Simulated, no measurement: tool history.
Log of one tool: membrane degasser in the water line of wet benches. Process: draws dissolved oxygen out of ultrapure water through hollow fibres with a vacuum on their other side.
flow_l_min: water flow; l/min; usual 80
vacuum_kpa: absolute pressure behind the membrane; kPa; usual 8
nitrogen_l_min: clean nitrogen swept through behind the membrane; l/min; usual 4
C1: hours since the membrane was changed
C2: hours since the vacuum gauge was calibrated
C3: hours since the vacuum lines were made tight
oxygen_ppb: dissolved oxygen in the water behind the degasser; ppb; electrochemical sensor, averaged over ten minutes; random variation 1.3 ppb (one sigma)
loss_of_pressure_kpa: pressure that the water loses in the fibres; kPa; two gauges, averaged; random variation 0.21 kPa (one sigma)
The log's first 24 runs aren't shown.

{"run": 25, "hour": 1339.7, "flow_l_min": 69, "vacuum_kpa": 16.83, "nitrogen_l_min": 5.09, "C1": 2155, "C2": 384, "C3": 727, "oxygen_ppb": 418.2, "loss_of_pressure_kpa": 44.19}
{"hour": 1364.0, "done": "vacuum gauge calibrated, once more"}
{"run": 26, "hour": 1402.9, "flow_l_min": 69, "vacuum_kpa": 16.83, "nitrogen_l_min": 5.09, "C1": 2218, "C2": 39, "C3": 790, "oxygen_ppb": 416.3, "loss_of_pressure_kpa": 44.37}
{"run": 27, "hour": 1459.8, "flow_l_min": 90, "vacuum_kpa": 8, "nitrogen_l_min": 1.96, "C1": 2275, "C2": 96, "C3": 847, "oxygen_ppb": 416, "loss_of_pressure_kpa": 57.49}
{"run": 28, "hour": 1500.2, "flow_l_min": 80, "vacuum_kpa": 8, "nitrogen_l_min": 1.99, "C1": 2315, "C2": 136, "C3": 887, "oxygen_ppb": 376.6, "loss_of_pressure_kpa": 51.23}
{"run": 29, "hour": 1553.3, "flow_l_min": 80, "vacuum_kpa": 8, "nitrogen_l_min": 1.99, "C1": 2368, "C2": 189, "C3": 940, "oxygen_ppb": 377.2, "loss_of_pressure_kpa": 51.17}
{"run": 30, "hour": 1615.0, "flow_l_min": 80, "vacuum_kpa": 5.36, "nitrogen_l_min": 1.99, "C1": 2430, "C2": 251, "C3": 1002, "oxygen_ppb": 176, "loss_of_pressure_kpa": 51.4}
{"run": 31, "hour": 1666.3, "flow_l_min": 80, "vacuum_kpa": 5.36, "nitrogen_l_min": 1.99, "C1": 2481, "C2": 302, "C3": 1053, "oxygen_ppb": 175.9, "loss_of_pressure_kpa": 51.44}
{"run": 32, "hour": 1734.1, "flow_l_min": 69, "vacuum_kpa": 17.52, "nitrogen_l_min": 2.06, "C1": 2549, "C2": 370, "C3": 1121, "oxygen_ppb": 910.3, "loss_of_pressure_kpa": 43.9}

Forecast each of these 3 alternatives for the next run:
{"run": "A", "hour": 1774.8, "flow_l_min": 69, "vacuum_kpa": 6.48, "nitrogen_l_min": 4.07, "C1": 2590, "C2": 411, "C3": 1162, "oxygen_ppb": "?", "loss_of_pressure_kpa": "?"}
{"run": "B", "hour": 1774.8, "flow_l_min": 80, "vacuum_kpa": 8, "nitrogen_l_min": 5.68, "C1": 2590, "C2": 411, "C3": 1162, "oxygen_ppb": "?", "loss_of_pressure_kpa": "?"}
{"run": "C", "hour": 1774.8, "flow_l_min": 91, "vacuum_kpa": 16.32, "nitrogen_l_min": 2.72, "C1": 2590, "C2": 411, "C3": 1162, "oxygen_ppb": "?", "loss_of_pressure_kpa": "?"}

run=A oxygen_ppb=129 loss_of_pressure_kpa=44.31
run=B oxygen_ppb=160.9 loss_of_pressure_kpa=51.16
run=C oxygen_ppb=846.6 loss_of_pressure_kpa=58
Without the tool's hidden state the same runs would have given:
run=A oxygen_ppb=128 loss_of_pressure_kpa=43.63
run=B oxygen_ppb=159.6 loss_of_pressure_kpa=50.38
run=C oxygen_ppb=844.7 loss_of_pressure_kpa=57.12
